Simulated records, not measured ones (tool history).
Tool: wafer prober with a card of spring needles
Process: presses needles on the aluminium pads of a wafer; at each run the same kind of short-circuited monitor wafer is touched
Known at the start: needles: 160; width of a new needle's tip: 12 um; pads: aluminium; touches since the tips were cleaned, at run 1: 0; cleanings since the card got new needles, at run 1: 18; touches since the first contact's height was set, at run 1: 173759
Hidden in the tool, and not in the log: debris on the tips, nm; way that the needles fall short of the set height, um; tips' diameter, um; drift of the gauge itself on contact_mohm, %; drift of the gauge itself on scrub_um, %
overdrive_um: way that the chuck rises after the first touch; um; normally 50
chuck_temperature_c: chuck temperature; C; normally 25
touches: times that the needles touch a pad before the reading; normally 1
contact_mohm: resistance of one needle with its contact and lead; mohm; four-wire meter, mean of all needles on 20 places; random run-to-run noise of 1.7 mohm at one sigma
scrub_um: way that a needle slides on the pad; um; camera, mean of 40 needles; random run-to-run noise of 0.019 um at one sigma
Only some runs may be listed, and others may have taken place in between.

| run | hour | overdrive_um | chuck_temperature_c | touches | touches since the tips were cleaned | cleanings since the card got new needles | touches since the first contact's height was set | contact_mohm | scrub_um |
|---|---|---|---|---|---|---|---|---|---|
| 1 | 0.0 | 50 | 25 | 1 | 0 | 18 | 173759 | 173 | 11.71 |
| 2 | 9.1 | 50 | 25 | 1 | 3402 | 18 | 177161 | 196 | 11.73 |
| 3 | 19.1 | 50 | 25 | 1 | 7148 | 18 | 180907 | 199 | 11.68 |
|  | 21.7 | tips cleaned on abrasive film |
| 4 | 27.8 | 50 | 25 | 1 | 2295 | 19 | 184162 | 193 | 11.72 |
| 5 | 33.9 | 50 | 25 | 1 | 4577 | 19 | 186444 | 200 | 11.73 |
| 6 | 42.6 | 50 | 25 | 1 | 7854 | 19 | 189721 | 206 | 11.71 |
|  | 43.9 | tips cleaned on abrasive film |
| 7 | 50.6 | 50 | 25 | 1 | 2519 | 20 | 192678 | 195 | 11.71 |
| 8 | 59.8 | 50 | 25 | 1 | 5965 | 20 | 196124 | 200 | 11.66 |
|  | 65.8 | tips cleaned on abrasive film |
| 9 | 69.8 | 50 | 25 | 1 | 1533 | 21 | 199851 | 191 | 11.67 |
| 10 | 83.9 | 50 | 25 | 1 | 6813 | 21 | 205131 | 202 | 11.67 |
|  | 87.5 | tips cleaned on abrasive film |
| 11 | 97.3 | 55 | 25 | 1 | 3680 | 22 | 210133 | 197 | 12.90 |
| 12 | 108.1 | 50 | 25 | 1 | 7731 | 22 | 214184 | 202 | 11.70 |
|  | 109.5 | tips cleaned on abrasive film |
| 13 | 117.2 | 50 | 25 | 1 | 2880 | 23 | 217533 | 194 | 11.66 |
|  | 123.4 | height of the first contact set anew |
| 14 | 130.3 | 50 | 25 | 1 | 7704 | 23 | 2611 | 200 | 11.86 |
|  | 131.5 | tips cleaned on abrasive film |
| 15 | 141.0 | 40 | 25 | 1 | 3556 | 24 | 6574 | 206 | 9.52 |
| 16 | 152.3 | 40 | 25 | 1 | 7802 | 24 | 10820 | 216 | 9.48 |
|  | 153.1 | tips cleaned on abrasive film |
| 17 | 163.2 | 40 | 25 | 1 | 3788 | 25 | 14856 | 208 | 9.49 |
| 18 | 170.7 | 40 | 25 | 1 | 6630 | 25 | 17698 | 213 | 9.46 |
|  | 174.8 | tips cleaned on abrasive film |
| 19 | 185.1 | 44 | 46 | 3 | 3864 | 26 | 23048 | 188 | 10.43 |
|  | 197.0 | tips cleaned on abrasive film |
| 20 | 198.7 | 44 | 46 | 3 | 640 | 27 | 28099 | 177 | 10.39 |
| 21 | 205.2 | 44 | 25 | 2 | 3095 | 27 | 30554 | 189 | 10.42 |
| 22 | 217.7 | 31 | 25 | 1 | 7785 | 27 | 35244 | 236 | 7.32 |
|  | 218.7 | tips cleaned on abrasive film |
| 23 | 225.6 | 31 | 25 | 1 | 2593 | 28 | 38171 | 226 | 7.28 |
| 24 | 232.7 | 38 | 25 | 1 | 5267 | 28 | 40845 | 216 | 8.98 |
|  | 240.1 | tips cleaned on abrasive film |
| 25 | 243.4 | 50 | 25 | 3 | 1249 | 29 | 44824 | 178 | 11.82 |
| 26 | 252.6 | 59 | 86 | 2 | 4680 | 29 | 48255 | 194 | 13.93 |
| 27 | 260.5 | 45 | 86 | 2 | 7668 | 29 | 51243 | 204 | 10.64 |
|  | 262.0 | tips cleaned on abrasive film |
| 28 | 275.2 | 51 | 65 | 1 | 4964 | 30 | 56706 | 203 | 12.06 |
|  | 283.8 | tips cleaned on abrasive film |
| 29 | 285.0 | 50 | 25 | 2 | 433 | 31 | 60334 | 174 | 11.75 |
| 30 | 298.0 | 50 | 25 | 2 | 5311 | 31 | 65212 | 193 | 11.80 |
|  | 306.2 | tips cleaned on abrasive film |
| 31 | 309.1 | 50 | 25 | 2 | 1060 | 32 | 69328 | 179 | 11.79 |
| 32 | 317.0 | 57 | 86 | 1 | 4057 | 32 | 72325 | 201 | 13.46 |
| 33 | 324.1 | 57 | 27 | 2 | 6717 | 32 | 74985 | 186 | 13.45 |

Across each entry between runs, compare the hidden state at the last listed run before it with the hidden state at the first listed run after it:
From run 3 to run 4: tips cleaned on abrasive film (hour 21.7)
  debris on the tips, nm: 72.5 -> 52.5; way that the needles fall short of the set height, um: 0.7 -> 0.75; tips' diameter, um: 12.25 -> 12.26
  difference, measured minus the result without the unlogged condition, contact_mohm: +31 -> +22 mohm; scrub_um: -0.17 -> -0.18 um
From run 6 to run 7: tips cleaned on abrasive film (hour 43.9)
  debris on the tips, nm: 73.5 -> 56.3; way that the needles fall short of the set height, um: 0.75 -> 0.78; tips' diameter, um: 12.26 -> 12.27
  difference, measured minus the result without the unlogged condition, contact_mohm: +32 -> +24 mohm; scrub_um: -0.18 -> -0.19 um
From run 8 to run 9: tips cleaned on abrasive film (hour 65.8)
  debris on the tips, nm: 70.9 -> 41.6; way that the needles fall short of the set height, um: 0.78 -> 0.81; tips' diameter, um: 12.27 -> 12.28
  difference, measured minus the result without the unlogged condition, contact_mohm: +31 -> +19 mohm; scrub_um: -0.18 -> -0.19 um
From run 10 to run 11: tips cleaned on abrasive film (hour 87.5)
  debris on the tips, nm: 72.1 -> 64.8; way that the needles fall short of the set height, um: 0.81 -> 0.84; tips' diameter, um: 12.28 -> 12.29
  difference, measured minus the result without the unlogged condition, contact_mohm: +31 -> +25 mohm; scrub_um: -0.19 -> -0.20 um
From run 12 to run 13: tips cleaned on abrasive film (hour 109.5)
  debris on the tips, nm: 73.4 -> 58; way that the needles fall short of the set height, um: 0.84 -> 0.88; tips' diameter, um: 12.29 -> 12.31
  difference, measured minus the result without the unlogged condition, contact_mohm: +32 -> +26 mohm; scrub_um: -0.20 -> -0.21 um
From run 13 to run 14: height of the first contact set anew (hour 123.4)
  debris on the tips, nm: 58 -> 73.1; way that the needles fall short of the set height, um: 0.88 -> 0
  difference, measured minus the result without the unlogged condition, contact_mohm: +26 -> +31 mohm; scrub_um: -0.21 -> +0.00 um
From run 14 to run 15: tips cleaned on abrasive film (hour 131.5)
  debris on the tips, nm: 73.1 -> 61.2; way that the needles fall short of the set height, um: 0 -> 0.04; tips' diameter, um: 12.31 -> 12.32
  difference, measured minus the result without the unlogged condition, contact_mohm: +31 -> +35 mohm; scrub_um: +0.00 -> -0.01 um
From run 16 to run 17: tips cleaned on abrasive film (hour 153.1)
  debris on the tips, nm: 73 -> 63.2; way that the needles fall short of the set height, um: 0.04 -> 0.08; tips' diameter, um: 12.32 -> 12.34
  difference, measured minus the result without the unlogged condition, contact_mohm: +43 -> +37 mohm; scrub_um: -0.01 -> -0.02 um
From run 18 to run 19: tips cleaned on abrasive film (hour 174.8)
  debris on the tips, nm: 72.2 -> 64.2; way that the needles fall short of the set height, um: 0.08 -> 0.13; tips' diameter, um: 12.34 -> 12.35
  difference, measured minus the result without the unlogged condition, contact_mohm: +42 -> +11 mohm; scrub_um: -0.02 -> -0.03 um
From run 19 to run 20: tips cleaned on abrasive film (hour 197.0)
  debris on the tips, nm: 64.2 -> 21.8; way that the needles fall short of the set height, um: 0.13 -> 0.18; tips' diameter, um: 12.35 -> 12.37
  difference, measured minus the result without the unlogged condition, contact_mohm: +11 -> +4 mohm; scrub_um: -0.03 -> -0.05 um
From run 22 to run 23: tips cleaned on abrasive film (hour 218.7)
  debris on the tips, nm: 73.2 -> 56.2; way that the needles fall short of the set height, um: 0.18 -> 0.23; tips' diameter, um: 12.37 -> 12.39
  difference, measured minus the result without the unlogged condition, contact_mohm: +64 -> +49 mohm; scrub_um: -0.05 -> -0.06 um
From run 24 to run 25: tips cleaned on abrasive film (hour 240.1)
  debris on the tips, nm: 69.8 -> 40.9; way that the needles fall short of the set height, um: 0.23 -> 0.28; tips' diameter, um: 12.39 -> 12.41
  difference, measured minus the result without the unlogged condition, contact_mohm: +44 -> +7 mohm; scrub_um: -0.06 -> -0.07 um
From run 27 to run 28: tips cleaned on abrasive film (hour 262.0)
  debris on the tips, nm: 73.1 -> 68.7; way that the needles fall short of the set height, um: 0.28 -> 0.31; tips' diameter, um: 12.41 -> 12.42
  difference, measured minus the result without the unlogged condition, contact_mohm: +20 -> +27 mohm; scrub_um: -0.06 -> -0.07 um
From run 28 to run 29: tips cleaned on abrasive film (hour 283.8)
  debris on the tips, nm: 68.7 -> 16.2; way that the needles fall short of the set height, um: 0.31 -> 0.36; tips' diameter, um: 12.42 -> 12.43
  difference, measured minus the result without the unlogged condition, contact_mohm: +27 -> +4 mohm; scrub_um: -0.07 -> -0.08 um
From run 30 to run 31: tips cleaned on abrasive film (hour 306.2)
  debris on the tips, nm: 69.8 -> 29.8; way that the needles fall short of the set height, um: 0.36 -> 0.41; tips' diameter, um: 12.43 -> 12.45
  difference, measured minus the result without the unlogged condition, contact_mohm: +19 -> +8 mohm; scrub_um: -0.09 -> -0.10 um
